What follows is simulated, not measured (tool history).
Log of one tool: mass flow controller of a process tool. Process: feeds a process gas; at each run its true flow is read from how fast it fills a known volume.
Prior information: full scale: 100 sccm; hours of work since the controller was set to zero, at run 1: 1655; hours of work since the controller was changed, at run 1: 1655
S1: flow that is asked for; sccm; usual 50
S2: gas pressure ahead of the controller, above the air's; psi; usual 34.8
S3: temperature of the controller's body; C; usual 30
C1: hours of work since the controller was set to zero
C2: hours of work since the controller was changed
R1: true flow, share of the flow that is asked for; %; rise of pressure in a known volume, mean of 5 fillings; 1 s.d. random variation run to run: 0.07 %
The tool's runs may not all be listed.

run	hour	S1	S2	S3	C1	C2	R1
1	0	50	34.8	30	1655	1655	97.57
2	426.3	50	34.8	35	1884	1884	97.6
3	918.6	50	34.8	30	2149	2149	97.27
4	1316.1	50	34.8	33	2362	2362	97.18
5	1734	50	34.8	30	2587	2587	97.09
6	2291.8	50	20.5	30	2886	2886	97.52
7	2653.8	50	20.5	30	3081	3081	97.66
8	3213.6	50	20.5	30	3382	3382	97.45
9	3700.3	50	20.5	30	3643	3643	97.3
10	3929.2	50	36.8	30	3766	3766	96.64
11	4165.1	50	22.9	30	3893	3893	97.09
12	4509.1	50	22.9	30	4078	4078	96.98
13	4806.2	50	22.9	30	4237	4237	97.02
# hour 4854: controller's zero set anew
14	5065.6	23	34.8	30	114	4377	93.73
15	5322.5	23	34.8	30	252	4515	93.69
16	5884.9	23	34.8	30	554	4817	93.47
17	6182.5	50	34.8	20	714	4977	95.22
# hour 6487.8: controller's zero set anew, once more
18	6603.3	15	26.8	32	62	5203	96.15
19	7048.6	15	26.8	32	301	5442	96
20	7354.6	15	26.8	32	466	5606	95.85
21	7869.6	71	22.2	28	743	5883	97.83
22	8365.2	71	22.2	28	1009	6149	97.84
23	8854.7	71	22.2	28	1272	6412	97.76
24	9223.4	19	29.4	38	1470	6611	95.41
25	9697.8	28	24.9	30	1725	6865	95.74
26	10163.7	28	24.9	30	1975	7116	95.6
27	10622.8	88	34.7	26	2222	7362	97.22
28	10978.4	88	34.7	26	2413	7554	97.34
29	11480.9	11	34.8	39	2683	7824	92.91
30	12047.1	21	34.8	27	2987	8128	93.75
31	12440.5	37	37.4	26	3199	8339	94.73
32	12930	37	37.4	26	3462	8602	94.66
33	13450	55	30.7	27	3741	8882	95.73
34	13790.8	80	32.6	26	3924	9065	96.53

Predict each of these 5 candidate next runs independently; none follows another, all start after run 34:
A	14298	22	34.8	31	4197	9337	?
B	14298	80	30.9	35	4197	9337	?
C	14298	11	35.4	33	4197	9337	?
D	14298	11	39.3	26	4197	9337	?
E	14298	13	32.6	21	4197	9337	?

run	R1
A	93.27
B	96.75
C	90.9
D	90.35
E	91.27
Take away the tool's hidden state, keep each run's random variation, and the runs would have read:
run	R1
A	97.64
B	99.57
C	97.43
D	96.88
E	97.14
